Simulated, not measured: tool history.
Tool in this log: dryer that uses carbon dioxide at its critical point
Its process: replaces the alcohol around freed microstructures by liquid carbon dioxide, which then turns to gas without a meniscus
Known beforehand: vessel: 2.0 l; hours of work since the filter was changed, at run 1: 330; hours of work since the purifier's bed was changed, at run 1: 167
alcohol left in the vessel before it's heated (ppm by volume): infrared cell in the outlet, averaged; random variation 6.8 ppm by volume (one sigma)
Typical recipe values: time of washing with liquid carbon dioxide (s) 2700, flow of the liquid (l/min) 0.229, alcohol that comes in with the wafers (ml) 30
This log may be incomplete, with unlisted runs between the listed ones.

run,hour,time of washing with liquid carbon dioxide (s),flow of the liquid (l/min),alcohol that comes in with the wafers (ml),hours of work since the filter was changed,hours of work since the purifier's bed was changed,alcohol left in the vessel before it's heated (ppm by volume)
1,0.0,2700,0.229,30,330,167,600
2,6.9,2700,0.229,30,332,169,599
3,16.7,2700,0.229,30,335,172,602
4,26.3,2700,0.229,30,338,175,621
5,39.5,2700,0.229,30,342,179,610
6,45.2,2700,0.229,30,344,181,616
7,52.3,2700,0.229,23,346,183,499
8,58.0,2700,0.229,57,348,185,1081
9,65.8,2700,0.229,30,351,188,634
10,76.8,3060,0.229,30,354,191,443
11,89.7,2700,0.365,28,359,196,168
12,96.0,2700,0.365,28,361,198,152
13,108.4,2520,0.299,21,365,202,287
14,118.7,2100,0.141,87,368,205,9114
15,127.2,2700,0.206,38,371,208,1105
16,133.1,2700,0.206,38,373,210,1065
17,140.1,2700,0.295,38,375,212,374
18,146.5,2880,0.295,38,377,214,311

Consider 4 possible next runs. They are alternatives, not a sequence: every one starts from the tool as it was left by run 18. What does each give?
A,152.4,3660,0.229,34,379,216,?
B,152.4,2700,0.229,33,379,216,?
C,152.4,2700,0.229,26,379,216,?
D,152.4,2880,0.254,38,379,216,?

run,alcohol left in the vessel before it's heated (ppm by volume)
A,291
B,713
C,594
D,489
Stripped of hidden state, with their random variation kept, the same runs would have yielded:
run,alcohol left in the vessel before it's heated (ppm by volume)
A,81
B,335
C,273
D,192
